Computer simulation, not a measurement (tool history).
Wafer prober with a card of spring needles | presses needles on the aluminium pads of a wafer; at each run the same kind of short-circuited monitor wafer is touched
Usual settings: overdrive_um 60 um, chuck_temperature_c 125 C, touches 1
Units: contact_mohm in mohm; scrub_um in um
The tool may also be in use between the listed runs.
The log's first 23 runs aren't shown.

| run | hour | overdrive_um | chuck_temperature_c | touches | contact_mohm | scrub_um |
|---|---|---|---|---|---|---|
|  | 238.5 | tips cleaned on abrasive film |
|  | 243.1 | tips cleaned on abrasive film |
| 24 | 247.3 | 45 | 78 | 2 | 299 | 8.84 |
|  | 248.5 | tips cleaned on abrasive film |
|  | 253.1 | tips cleaned on abrasive film |
| 25 | 257.3 | 45 | 26 | 2 | 298 | 8.98 |
|  | 258.4 | tips cleaned on abrasive film |
|  | 262.7 | tips cleaned on abrasive film |
| 26 | 265 | 45 | 26 | 2 | 256 | 8.74 |
|  | 267.9 | tips cleaned on abrasive film |
|  | 272.8 | tips cleaned on abrasive film |
|  | 278.1 | tips cleaned on abrasive film |
| 27 | 279 | 60 | 59 | 2 | 189 | 12.29 |
|  | 283 | tips cleaned on abrasive film |
|  | 287.5 | tips cleaned on abrasive film |
|  | 292.8 | tips cleaned on abrasive film |
| 28 | 293.3 | 60 | 116 | 1 | 208 | 12.12 |
|  | 297.2 | tips cleaned on abrasive film |
| 29 | 299.6 | 48 | 82 | 2 | 255 | 8.98 |
|  | 301.8 | tips cleaned on abrasive film |
|  | 307 | tips cleaned on abrasive film |
|  | 311.6 | tips cleaned on abrasive film |
| 30 | 313.6 | 48 | 82 | 2 | 247 | 9.1 |
|  | 316.9 | tips cleaned on abrasive film |
| 31 | 320.3 | 60 | 41 | 2 | 228 | 11.88 |

Forecast each of these 3 alternatives for the next run:
|  | 321.4 | tips cleaned on abrasive film |
|  | 326.6 | tips cleaned on abrasive film |
| A | 328.4 | 67 | 41 | 2 | ? | ? |
|  | 321.4 | tips cleaned on abrasive film |
|  | 326.6 | tips cleaned on abrasive film |
| B | 328.4 | 62 | 41 | 3 | ? | ? |
|  | 321.4 | tips cleaned on abrasive film |
|  | 326.6 | tips cleaned on abrasive film |
| C | 328.4 | 68 | 41 | 1 | ? | ? |

| run | contact_mohm | scrub_um |
|---|---|---|
| A | 193 | 13.8 |
| B | 188 | 12.35 |
| C | 215 | 13.56 |
Without the tool's hidden state the same runs would have given:
| run | contact_mohm | scrub_um |
|---|---|---|
| A | 158 | 15.82 |
| B | 161 | 14.33 |
| C | 160 | 15.54 |
